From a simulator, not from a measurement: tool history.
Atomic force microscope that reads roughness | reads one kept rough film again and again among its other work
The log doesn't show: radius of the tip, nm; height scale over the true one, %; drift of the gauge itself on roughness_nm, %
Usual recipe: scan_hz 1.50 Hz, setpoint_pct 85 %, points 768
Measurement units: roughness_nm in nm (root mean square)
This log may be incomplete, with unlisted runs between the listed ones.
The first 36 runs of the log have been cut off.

run   hour  scan_hz  setpoint_pct  points  pictures with this tip  hours of work since the height scale was calibrated  roughness_nm
 37  253.0     2.95            72     508                      76                                                  336         1.116
 38  257.6     1.50            77     768                      84                                                  340         1.146
 39  262.3     3.76            64     634                      93                                                  343         1.113
 40  268.2     3.76            64     634                     104                                                  348         1.093
 41  272.9     3.76            64     634                     113                                                  351         1.082
 42  277.0     3.76            64     634                     121                                                  354         1.071
 43  285.3     3.76            64     634                     137                                                  361         1.036
 44  293.6     3.76            64     634                     152                                                  367         1.014
 45  298.3     1.10            68     315                     161                                                  370         1.055
 46  302.5     1.10            68     315                     169                                                  374         1.033
     307.9  -- new tip fitted
 47  312.4     1.36            69     664                       9                                                  381         1.376
 48  319.6     1.50            86     768                      23                                                  386         1.224
 49  327.7     1.50            86     768                      38                                                  392         1.204
 50  335.8     1.71            82     768                      53                                                  398         1.165
 51  342.6     1.71            82     768                      66                                                  403         1.134
 52  350.2     1.71            82     768                      81                                                  409         1.109
 53  358.9     3.44            57     468                      97                                                  415         1.154
 54  365.7     3.44            57     468                     110                                                  420         1.125

Here are 3 independent what-if runs from the current tool condition. What would each one return?
  A  374.7     3.44            62     468                     127                                                  427             ?
  B  374.7     1.50            85     320                     127                                                  427             ?
  C  374.7     2.50            83     768                     127                                                  427             ?

run  roughness_nm
  A         1.073
  B         1.015
  C         0.967
With no hidden state in the tool, these same runs would have given:
run  roughness_nm
  A         1.342
  B         1.267
  C         1.208
